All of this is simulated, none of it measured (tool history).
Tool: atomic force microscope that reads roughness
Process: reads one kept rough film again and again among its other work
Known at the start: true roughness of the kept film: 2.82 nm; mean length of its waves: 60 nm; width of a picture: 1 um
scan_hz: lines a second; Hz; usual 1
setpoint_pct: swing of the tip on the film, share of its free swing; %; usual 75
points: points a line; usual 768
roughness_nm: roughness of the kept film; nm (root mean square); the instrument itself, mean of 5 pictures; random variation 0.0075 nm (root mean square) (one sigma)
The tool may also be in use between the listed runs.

| run | hour | scan_hz | setpoint_pct | points | roughness_nm |
|---|---|---|---|---|---|
| 1 | 0 | 1 | 75 | 768 | 2.486 |
| 2 | 12.6 | 1 | 75 | 768 | 2.49 |
|  | 32.4 | new tip fitted |
| 3 | 39.8 | 1 | 72 | 768 | 2.574 |
| 4 | 61.4 | 1 | 72 | 768 | 2.561 |
| 5 | 80.2 | 1 | 72 | 358 | 2.551 |
| 6 | 95.1 | 1 | 72 | 358 | 2.522 |
| 7 | 115.2 | 1 | 72 | 358 | 2.515 |
| 8 | 142.2 | 1 | 63 | 768 | 2.59 |
|  | 148.6 | new tip fitted |
| 9 | 163.3 | 1 | 75 | 588 | 2.545 |
| 10 | 180.9 | 1 | 75 | 801 | 2.518 |
| 11 | 205.5 | 1 | 75 | 768 | 2.512 |
| 12 | 231.3 | 1 | 65 | 768 | 2.559 |
| 13 | 254.5 | 1 | 58 | 768 | 2.607 |
|  | 264.5 | new tip fitted |
| 14 | 268.7 | 1 | 58 | 768 | 2.666 |
|  | 270.9 | height scale calibrated on a step standard |
| 15 | 295.8 | 1 | 58 | 768 | 2.653 |
| 16 | 309.2 | 1 | 58 | 768 | 2.636 |
| 17 | 321.4 | 1 | 76 | 768 | 2.492 |
| 18 | 340.7 | 1 | 76 | 768 | 2.474 |
| 19 | 353.2 | 1.65 | 69 | 768 | 2.425 |
|  | 370.4 | height scale calibrated on a step standard, once more |
| 20 | 371.6 | 2.88 | 69 | 969 | 2.28 |
|  | 381.6 | new tip fitted |
| 21 | 385 | 3.47 | 71 | 768 | 2.238 |
| 22 | 399.5 | 3.47 | 71 | 768 | 2.227 |
| 23 | 422.6 | 3.91 | 90 | 811 | 1.621 |
| 24 | 439.6 | 1.09 | 90 | 613 | 2.288 |
| 25 | 464.4 | 1.17 | 59 | 527 | 2.587 |
| 26 | 489.8 | 0.66 | 59 | 667 | 2.619 |
|  | 496.6 | new tip fitted |
| 27 | 505.3 | 0.66 | 59 | 667 | 2.704 |
| 28 | 528.4 | 1 | 75 | 850 | 2.532 |
| 29 | 548.3 | 1 | 75 | 850 | 2.507 |
| 30 | 570.4 | 1 | 69 | 768 | 2.548 |
| 31 | 587.3 | 1.99 | 69 | 768 | 2.412 |
| 32 | 605.8 | 0.9 | 65 | 567 | 2.562 |
|  | 612.3 | new tip fitted |
| 33 | 627.6 | 0.9 | 65 | 567 | 2.638 |
| 34 | 645.5 | 0.9 | 65 | 567 | 2.634 |
| 35 | 669.5 | 1 | 75 | 458 | 2.517 |

Forecast each of these 4 alternatives for the next run:
| A | 691.6 | 1.57 | 72 | 458 | ? |
| B | 691.6 | 1 | 85 | 458 | ? |
| C | 691.6 | 1.91 | 75 | 663 | ? |
| D | 691.6 | 1.73 | 75 | 458 | ? |

| run | roughness_nm |
|---|---|
| A | 2.414 |
| B | 2.375 |
| C | 2.335 |
| D | 2.364 |
Without the tool's hidden state the same runs would have given:
| run | roughness_nm |
|---|---|
| A | 2.477 |
| B | 2.437 |
| C | 2.396 |
| D | 2.426 |

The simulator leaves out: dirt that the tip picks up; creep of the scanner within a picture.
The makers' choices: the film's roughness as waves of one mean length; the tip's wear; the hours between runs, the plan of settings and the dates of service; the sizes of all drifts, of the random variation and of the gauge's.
